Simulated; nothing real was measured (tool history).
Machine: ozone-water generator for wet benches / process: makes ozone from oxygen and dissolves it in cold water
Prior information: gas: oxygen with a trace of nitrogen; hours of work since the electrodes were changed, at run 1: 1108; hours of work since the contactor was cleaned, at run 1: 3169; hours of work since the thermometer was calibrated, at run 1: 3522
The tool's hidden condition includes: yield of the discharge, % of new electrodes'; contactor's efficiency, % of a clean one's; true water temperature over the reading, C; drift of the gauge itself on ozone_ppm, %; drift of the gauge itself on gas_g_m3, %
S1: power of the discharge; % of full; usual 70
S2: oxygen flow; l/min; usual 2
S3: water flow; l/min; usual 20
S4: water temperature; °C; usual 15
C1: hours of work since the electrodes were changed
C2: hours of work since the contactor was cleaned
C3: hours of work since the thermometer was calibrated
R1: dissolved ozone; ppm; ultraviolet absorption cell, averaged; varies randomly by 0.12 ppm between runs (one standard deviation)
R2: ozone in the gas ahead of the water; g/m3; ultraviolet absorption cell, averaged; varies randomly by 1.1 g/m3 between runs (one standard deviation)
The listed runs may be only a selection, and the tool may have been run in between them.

| run | day | S1 | S2 | S3 | S4 | C1 | C2 | C3 | R1 | R2 |
|---|---|---|---|---|---|---|---|---|---|---|
| 1 | 0 | 70 | 2 | 20 | 15 | 1108 | 3169 | 3522 | 9.3 | 191.5 |
| 2 | 1.912 | 70 | 2 | 20 | 15 | 1136 | 3197 | 3550 | 9.4 | 193 |
| 3 | 3.171 | 70 | 2 | 20 | 15 | 1155 | 3215 | 3569 | 9.2 | 194.3 |
| 4 | 4.683 | 70 | 2.05 | 20 | 15 | 1177 | 3237 | 3591 | 9.3 | 190 |
| 5 | 7.308 | 70 | 2.05 | 20 | 15 | 1215 | 3276 | 3629 | 9.2 | 190.1 |
| 6 | 8.633 | 70 | 2.05 | 20 | 15 | 1235 | 3295 | 3648 | 9.5 | 191.4 |
| 7 | 10.725 | 70 | 2.05 | 20 | 15 | 1265 | 3326 | 3679 | 9.4 | 188.8 |
| 8 | 12.379 | 70 | 2 | 20 | 15 | 1289 | 3350 | 3703 | 9.4 | 193.5 |
| 9 | 13.712 | 70 | 2 | 20 | 15 | 1309 | 3369 | 3723 | 9.1 | 191.5 |
| 10 | 16.212 | 44 | 2 | 20 | 15 | 1345 | 3406 | 3759 | 6.6 | 139.1 |
| 11 | 17.454 | 44 | 2 | 20 | 15 | 1364 | 3424 | 3777 | 6.6 | 138.4 |
| 12 | 18.671 | 70 | 2 | 20 | 12 | 1381 | 3442 | 3795 | 9.2 | 191.5 |
| 13 | 20.725 | 70 | 2 | 20 | 12 | 1411 | 3472 | 3825 | 9.2 | 191 |
| 14 | 22.208 | 70 | 2 | 20 | 12 | 1433 | 3494 | 3847 | 9.4 | 189.3 |
| 15 | 25.125 | 70 | 1.82 | 20 | 15 | 1476 | 3536 | 3890 | 8.9 | 201.9 |
| 16 | 26.396 | 70 | 2 | 20 | 15 | 1494 | 3555 | 3908 | 9.2 | 192.1 |
| 17 | 27.846 | 70 | 2 | 14 | 11 | 1516 | 3576 | 3929 | 13.3 | 191.8 |
| 18 | 30.025 | 70 | 2 | 18 | 14 | 1548 | 3608 | 3961 | 10.1 | 189.1 |
| 19 | 32.612 | 70 | 2 | 23 | 22 | 1585 | 3646 | 3999 | 7.5 | 188.7 |
| 20 | 35.279 | 70 | 1.34 | 20 | 15 | 1624 | 3685 | 4038 | 8.4 | 238.9 |
| 21 | 36.571 | 42 | 1.34 | 15 | 15 | 1643 | 3704 | 4057 | 7.7 | 169.2 |
| 22 | 39.438 | 42 | 1.34 | 15 | 15 | 1685 | 3746 | 4099 | 7.7 | 165.8 |
| 23 | 40.883 | 80 | 2.3 | 24 | 8 | 1706 | 3767 | 4120 | 8.8 | 192.7 |
| 24 | 43.321 | 80 | 2.38 | 24 | 8 | 1742 | 3803 | 4156 | 8.9 | 186.9 |
| 25 | 45.092 | 80 | 2.28 | 14 | 14 | 1768 | 3829 | 4182 | 14.5 | 193.6 |
| 26 | 47.008 | 80 | 2.28 | 14 | 14 | 1796 | 3857 | 4210 | 14.1 | 192.9 |
| 27 | 49.825 | 70 | 2 | 23 | 15 | 1837 | 3898 | 4251 | 7.7 | 188.1 |
| 28 | 51.746 | 62 | 1.6 | 29 | 9 | 1865 | 3926 | 4279 | 5.5 | 197.4 |
| 29 | 54.196 | 62 | 1.6 | 29 | 9 | 1901 | 3962 | 4315 | 5.4 | 198.1 |
| 30 | 56.517 | 62 | 1.6 | 14 | 9 | 1935 | 3996 | 4349 | 11.8 | 198.3 |
|  | 56.808 | water thermometer calibrated |
| 31 | 58.375 | 70 | 3.02 | 20 | 18 | 1962 | 4023 | 23 | 9.1 | 149.1 |
| 32 | 59.879 | 81 | 3.02 | 15 | 18 | 1984 | 4045 | 45 | 13.3 | 162.8 |

How the hidden state differs across the entries between the runs, from the last listed run before each to the first after it:
In the gap between runs 30 and 31: water thermometer calibrated (day 56.808)
  yield of the discharge, % of new electrodes': 94.9 -> 94.8; contactor's efficiency, % of a clean one's: 86.8 -> 86.7; true water temperature over the reading, C: 0.19 -> 0.06
  difference, measured minus the result without the unlogged condition, R1: -1.5 -> -1.4 ppm; R2: -9.7 -> -8 g/m3

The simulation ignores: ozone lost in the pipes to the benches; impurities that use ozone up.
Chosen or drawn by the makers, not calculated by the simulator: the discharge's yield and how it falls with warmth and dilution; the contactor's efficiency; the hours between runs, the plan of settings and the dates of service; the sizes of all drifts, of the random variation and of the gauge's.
